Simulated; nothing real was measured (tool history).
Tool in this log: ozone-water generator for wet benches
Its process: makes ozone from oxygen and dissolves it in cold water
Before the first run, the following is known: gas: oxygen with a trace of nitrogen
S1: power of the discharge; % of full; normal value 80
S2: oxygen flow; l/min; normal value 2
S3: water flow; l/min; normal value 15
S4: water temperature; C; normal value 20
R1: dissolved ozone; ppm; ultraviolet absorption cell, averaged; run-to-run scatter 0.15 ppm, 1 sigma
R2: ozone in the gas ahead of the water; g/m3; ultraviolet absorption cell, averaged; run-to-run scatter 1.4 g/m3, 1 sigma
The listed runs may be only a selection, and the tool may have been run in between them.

| run | day | S1 | S2 | S3 | S4 | R1 | R2 |
|---|---|---|---|---|---|---|---|
| 1 | 0 | 80 | 2 | 15 | 20 | 15.2 | 225.3 |
| 2 | 3.771 | 80 | 2 | 15 | 20 | 15 | 226.8 |
|  | 4.825 | contactor cleaned |
| 3 | 5.833 | 80 | 2 | 15 | 20 | 15.6 | 224.7 |
| 4 | 7.696 | 80 | 2 | 18 | 20 | 12.8 | 226.2 |
| 5 | 11.221 | 80 | 1.15 | 15 | 20 | 13.3 | 292.6 |
| 6 | 13.833 | 80 | 1.15 | 15 | 20 | 13.4 | 296.1 |
| 7 | 17.579 | 80 | 1.15 | 15 | 20 | 13.4 | 296.3 |
| 8 | 21.396 | 80 | 1.15 | 15 | 20 | 13.2 | 291.8 |
| 9 | 24.517 | 80 | 2.77 | 15 | 20 | 15.8 | 184.5 |
| 10 | 28.467 | 80 | 2.66 | 15 | 20 | 15.7 | 187.9 |
| 11 | 31.75 | 80 | 1.66 | 15 | 20 | 14.2 | 238.1 |
| 12 | 35.608 | 80 | 1.66 | 15 | 20 | 14.3 | 238.1 |
| 13 | 38.321 | 80 | 2 | 15 | 20 | 14.7 | 214 |
| 14 | 40.617 | 80 | 2 | 15 | 20 | 14.8 | 214.6 |
| 15 | 44.05 | 80 | 2 | 14 | 20 | 15.6 | 215.1 |
| 16 | 47.779 | 80 | 2 | 15 | 20 | 14.5 | 214.7 |
| 17 | 50.479 | 47 | 1.96 | 9 | 13 | 20 | 168.8 |
| 18 | 54.204 | 47 | 1.96 | 9 | 13 | 19.7 | 168.4 |
| 19 | 57.192 | 56 | 1.23 | 15 | 20 | 10.9 | 230.5 |
| 20 | 60.233 | 49 | 2.58 | 19 | 25 | 9 | 149.2 |
| 21 | 63.012 | 50 | 2.27 | 19 | 24 | 9.3 | 159.7 |
| 22 | 65.646 | 45 | 2 | 18 | 15 | 9.6 | 162.9 |
| 23 | 68.542 | 45 | 2 | 18 | 15 | 9.6 | 162.6 |
| 24 | 71.258 | 80 | 2 | 12 | 25 | 16.5 | 201.8 |
| 25 | 75.3 | 80 | 1.54 | 19 | 15 | 10.6 | 232.3 |
| 26 | 78.958 | 80 | 1.54 | 19 | 16 | 10.6 | 232.8 |
| 27 | 82.925 | 80 | 3.06 | 15 | 20 | 14.6 | 161.5 |
| 28 | 86.242 | 91 | 1.21 | 18 | 27 | 10.2 | 272.6 |
| 29 | 89.854 | 91 | 1.21 | 18 | 27 | 10.1 | 270.9 |
| 30 | 91.817 | 76 | 3.18 | 11 | 21 | 17.7 | 154.3 |
| 31 | 93.488 | 76 | 2.17 | 17 | 21 | 11.5 | 187.4 |
| 32 | 97.121 | 76 | 1.43 | 21 | 21 | 8.4 | 228.8 |

Had the tool no unlogged condition, and each run kept its random variation, what would the results have been?
Hidden state present: yield of the discharge, % of new electrodes'; contactor's efficiency, % of a clean one's; true water temperature over the reading, C; drift of the gauge itself on ozone_ppm, %; drift of the gauge itself on gas_g_m3, %.
| run | R1 | R2 |
|---|---|---|
| 1 | 18.2 | 260.1 |
| 2 | 18.1 | 263.2 |
| 3 | 18.2 | 261.4 |
| 4 | 15 | 263.7 |
| 5 | 15.7 | 343 |
| 6 | 15.8 | 348.3 |
| 7 | 15.9 | 350.4 |
| 8 | 15.8 | 347.1 |
| 9 | 19 | 220.5 |
| 10 | 19.1 | 225.6 |
| 11 | 17.3 | 287.2 |
| 12 | 17.5 | 288.8 |
| 13 | 18.1 | 260.8 |
| 14 | 18.2 | 262.3 |
| 15 | 19.3 | 264 |
| 16 | 18.1 | 264.7 |
| 17 | 23.8 | 198.8 |
| 18 | 23.5 | 199.1 |
| 19 | 13.4 | 278.3 |
| 20 | 11 | 178.5 |
| 21 | 11.4 | 192.1 |
| 22 | 11.7 | 194.2 |
| 23 | 11.6 | 194.5 |
| 24 | 21.4 | 257.7 |
| 25 | 13.9 | 298.6 |
| 26 | 13.9 | 300.7 |
| 27 | 19.3 | 210.1 |
| 28 | 13.8 | 361.6 |
| 29 | 13.8 | 361.5 |
| 30 | 23.7 | 202.1 |
| 31 | 15.5 | 246.2 |
| 32 | 11.3 | 302.4 |

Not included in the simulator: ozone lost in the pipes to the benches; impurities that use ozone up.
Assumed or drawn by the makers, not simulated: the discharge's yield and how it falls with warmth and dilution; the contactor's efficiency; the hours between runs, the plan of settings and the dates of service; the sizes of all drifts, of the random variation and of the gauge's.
